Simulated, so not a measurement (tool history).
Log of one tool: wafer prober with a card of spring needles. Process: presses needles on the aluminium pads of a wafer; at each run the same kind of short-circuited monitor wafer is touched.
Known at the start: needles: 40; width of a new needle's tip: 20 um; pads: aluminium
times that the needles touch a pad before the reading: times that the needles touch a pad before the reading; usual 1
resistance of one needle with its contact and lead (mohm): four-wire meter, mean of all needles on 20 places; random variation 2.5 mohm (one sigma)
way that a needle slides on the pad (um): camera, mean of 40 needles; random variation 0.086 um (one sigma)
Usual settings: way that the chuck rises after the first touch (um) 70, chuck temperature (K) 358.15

run   hour  way that the chuck rises after the first touch (um)  chuck temperature (K)  times that the needles touch a pad before the reading  resistance of one needle with its contact and lead (mohm)  way that a needle slides on the pad (um)
  1      0                                                   70                 358.15                                                      1                                                        305                                     16.32
       8.6  -- tips cleaned on abrasive film
  2    8.6                                                   70                 358.15                                                      1                                                        289                                     16.08
        19  -- tips cleaned on abrasive film
  3     19                                                   70                 358.15                                                      1                                                        290                                      16.2
      29.9  -- tips cleaned on abrasive film
  4   29.9                                                   88                 358.15                                                      1                                                        283                                     20.29
      40.8  -- tips cleaned on abrasive film
  5   41.1                                                   88                 358.15                                                      1                                                        283                                     20.44
      52.1  -- tips cleaned on abrasive film
  6   53.9                                                   88                 358.15                                                      1                                                        286                                     20.19
      62.7  -- tips cleaned on abrasive film
  7     64                                                   70                 358.15                                                      1                                                        294                                     16.01
      73.4  -- tips cleaned on abrasive film
  8   76.4                                                   70                 358.15                                                      1                                                        315                                     16.04
  9   82.8                                                   70                 312.15                                                      1                                                        351                                     16.09
      83.9  -- tips cleaned on abrasive film
 10   93.9                                                   68                 358.15                                                      3                                                        315                                     15.58
      94.7  -- tips cleaned on abrasive film
     105.1  -- tips cleaned on abrasive film
 11  106.7                                                   71                 358.15                                                      2                                                        298                                     16.24
     115.9  -- tips cleaned on abrasive film
 12  116.7                                                   89                 332.15                                                      3                                                        272                                     20.49
     117.9  -- height of the first contact set anew
       127  -- tips cleaned on abrasive film
 13  130.3                                                   89                 332.15                                                      3                                                        281                                     20.07
 14  136.4                                                   51                 328.15                                                      3                                                        350                                      10.9
     137.6  -- tips cleaned on abrasive film
 15  143.8                                                   58                 394.15                                                      1                                                        386                                     12.56

Forecast run 16:
     147.9  -- tips cleaned on abrasive film
 16  152.3                                                   70                 322.15                                                      1                                                          ?                                         ?

resistance of one needle with its contact and lead (mohm): 320
way that a needle slides on the pad (um): 15.44
Without the tool's hidden state the same run would have given resistance of one needle with its contact and lead (mohm) 269, way that a needle slides on the pad (um) 16.79.
